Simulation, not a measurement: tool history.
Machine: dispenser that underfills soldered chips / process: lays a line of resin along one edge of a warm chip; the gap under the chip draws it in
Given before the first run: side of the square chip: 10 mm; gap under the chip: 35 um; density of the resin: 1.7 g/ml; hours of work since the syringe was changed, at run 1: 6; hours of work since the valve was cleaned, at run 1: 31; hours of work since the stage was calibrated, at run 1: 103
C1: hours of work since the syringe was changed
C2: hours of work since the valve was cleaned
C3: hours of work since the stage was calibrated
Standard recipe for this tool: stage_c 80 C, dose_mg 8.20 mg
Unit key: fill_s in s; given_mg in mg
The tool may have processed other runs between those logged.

Run 1, hour 0.0: usual settings; C1 6; C2 31; C3 103. Result: fill_s 160.8 s, given_mg 7.95 mg.
Run 2, hour 2.4: usual settings but dose_mg 9.74 mg; C1 7; C2 33; C3 105. Result: fill_s 169.6 s, given_mg 9.49 mg.
Run 3, hour 6.0: usual settings but stage_c 68 C; C1 10; C2 36; C3 107. Result: fill_s 341.2 s, given_mg 7.85 mg.
At hour 8.5: new syringe of resin.
Run 4, hour 10.9: usual settings but stage_c 86 C; C1 2; C2 39; C3 111. Result: fill_s 104.5 s, given_mg 7.93 mg.
Run 5, hour 16.2: usual settings but stage_c 67 C; C1 6; C2 43; C3 114. Result: fill_s 284.1 s, given_mg 7.92 mg.
Run 6, hour 20.5: usual settings but dose_mg 9.62 mg; C1 9; C2 46; C3 118. Result: fill_s 178.5 s, given_mg 9.12 mg.
Run 7, hour 23.6: usual settings but dose_mg 9.22 mg; C1 11; C2 48; C3 120. Result: fill_s 199.6 s, given_mg 8.93 mg.
At hour 24.9: new syringe of resin.
Run 8, hour 28.5: usual settings; C1 3; C2 52; C3 123. Result: fill_s 140.8 s, given_mg 7.86 mg.
Run 9, hour 31.5: usual settings; C1 5; C2 54; C3 125. Result: fill_s 153.3 s, given_mg 7.80 mg.
Run 10, hour 35.3: usual settings; C1 8; C2 57; C3 128. Result: fill_s 174.7 s, given_mg 7.84 mg.
Run 11, hour 39.7: usual settings; C1 11; C2 60; C3 131. Result: fill_s 200.4 s, given_mg 7.71 mg.
At hour 41.0: new syringe of resin.
Run 12, hour 44.9: usual settings; C1 3; C2 63; C3 135. Result: fill_s 141.1 s, given_mg 7.70 mg.
Run 13, hour 48.1: usual settings; C1 5; C2 66; C3 137. Result: fill_s 157.5 s, given_mg 7.73 mg.
Run 14, hour 51.6: usual settings but stage_c 85 C; C1 8; C2 68; C3 140. Result: fill_s 141.5 s, given_mg 7.68 mg.
Run 15, hour 54.7: usual settings but dose_mg 9.27 mg; C1 10; C2 71; C3 142. Result: fill_s 190.6 s, given_mg 8.70 mg.
At hour 57.5: new syringe of resin.
Run 16, hour 57.6: usual settings but dose_mg 9.36 mg; C1 0; C2 72; C3 144. Result: fill_s 121.5 s, given_mg 8.73 mg.
Run 17, hour 60.9: usual settings but dose_mg 8.44 mg; C1 2; C2 75; C3 146. Result: fill_s 139.0 s, given_mg 7.94 mg.
Run 18, hour 64.8: usual settings but dose_mg 8.44 mg; C1 5; C2 78; C3 149. Result: fill_s 159.6 s, given_mg 7.90 mg.
Run 19, hour 68.4: usual settings but dose_mg 7.62 mg; C1 8; C2 80; C3 152. Result: fill_s 185.2 s, given_mg 6.96 mg.
At hour 73.9: new syringe of resin.
Run 20, hour 74.1: usual settings but dose_mg 7.62 mg; C1 0; C2 84; C3 156. Result: fill_s 133.6 s, given_mg 7.13 mg.
Run 21, hour 78.1: usual settings but dose_mg 7.62 mg; C1 3; C2 87; C3 159. Result: fill_s 154.3 s, given_mg 7.05 mg.
Run 22, hour 80.4: usual settings but stage_c 82 C, dose_mg 7.01 mg; C1 5; C2 89; C3 160. Result: fill_s 157.2 s, given_mg 6.52 mg.
Run 23, hour 83.4: usual settings but stage_c 73 C, dose_mg 8.13 mg; C1 7; C2 91; C3 163. Result: fill_s 239.8 s, given_mg 7.47 mg.
At hour 86.3: dispensing valve cleaned and set on the balance.
Run 24, hour 89.8: usual settings but stage_c 73 C, dose_mg 8.13 mg; C1 11; C2 3; C3 166. Result: fill_s 278.9 s, given_mg 8.22 mg.
At hour 91.2: new syringe of resin.
Run 25, hour 94.9: usual settings but stage_c 73 C, dose_mg 8.13 mg; C1 3; C2 6; C3 170. Result: fill_s 194.9 s, given_mg 8.14 mg.
Run 26, hour 97.3: usual settings but stage_c 73 C, dose_mg 8.13 mg; C1 4; C2 8; C3 172. Result: fill_s 215.2 s, given_mg 8.08 mg.
Run 27, hour 100.1: usual settings but stage_c 73 C, dose_mg 8.13 mg; C1 6; C2 10; C3 174. Result: fill_s 233.3 s, given_mg 8.06 mg.
Run 28, hour 103.1: usual settings but stage_c 73 C, dose_mg 8.13 mg; C1 9; C2 12; C3 176. Result: fill_s 260.1 s, given_mg 7.95 mg.
Run 29, hour 106.9: usual settings but stage_c 73 C, dose_mg 8.59 mg; C1 11; C2 15; C3 179. Result: fill_s 292.3 s, given_mg 8.50 mg.
At hour 107.5: new syringe of resin.
Run 30, hour 112.2: usual settings but stage_c 81 C, dose_mg 10.18 mg; C1 3; C2 18; C3 182. Result: fill_s 136.1 s, given_mg 10.00 mg.
Run 31, hour 115.1: usual settings but stage_c 81 C, dose_mg 10.18 mg; C1 6; C2 21; C3 184. Result: fill_s 149.3 s, given_mg 10.00 mg.
Run 32, hour 117.8: usual settings but stage_c 81 C, dose_mg 10.18 mg; C1 8; C2 22; C3 186. Result: fill_s 165.3 s, given_mg 9.87 mg.
Run 33, hour 122.9: usual settings but stage_c 81 C, dose_mg 10.18 mg; C1 11; C2 26; C3 190. Result: fill_s 191.9 s, given_mg 9.97 mg.
At hour 123.7: new syringe of resin.
Run 34, hour 128.2: usual settings but stage_c 81 C, dose_mg 10.18 mg; C1 3; C2 30; C3 194. Result: fill_s 139.3 s, given_mg 9.85 mg.
Run 35, hour 131.2: usual settings but stage_c 70 C, dose_mg 7.26 mg; C1 5; C2 32; C3 196. Result: fill_s 272.3 s, given_mg 7.09 mg.
Run 36, hour 133.7: usual settings but stage_c 75 C; C1 7; C2 34; C3 198. Result: fill_s 224.3 s, given_mg 7.87 mg.

Below, some changes in fill_s between adjacent runs. For each, the amount present without the hidden state too (settings, incoming material, random variation) and the amount remaining for the hidden state with gauge scatter not shared by both compared results:
Hidden state present: resin's viscosity, % of fresh resin's; dose that the valve gives, % of what is set; true chip temperature over the reading, C; drift of the gauge itself on fill_s, %; drift of the gauge itself on given_mg, %.
Run 2 -> 3: stage_c 80 -> 68, dose_mg 9.74 -> 8.20. fill_s +171.6 s: hidden state +79.6, all else +92.0.
Run 3 -> 4: stage_c 68 -> 86, new syringe of resin. fill_s -236.7 s: hidden state -120.5, all else -116.2.
Run 4 -> 5: stage_c 86 -> 67. fill_s +179.6 s: hidden state +58.0, all else +121.6.
Run 24 -> 25: new syringe of resin. fill_s -84.0 s: hidden state -84.5, all else +0.5.
Run 29 -> 30: stage_c 73 -> 81, dose_mg 8.59 -> 10.18, new syringe of resin. fill_s -156.2 s: hidden state -104.0, all else -52.2.
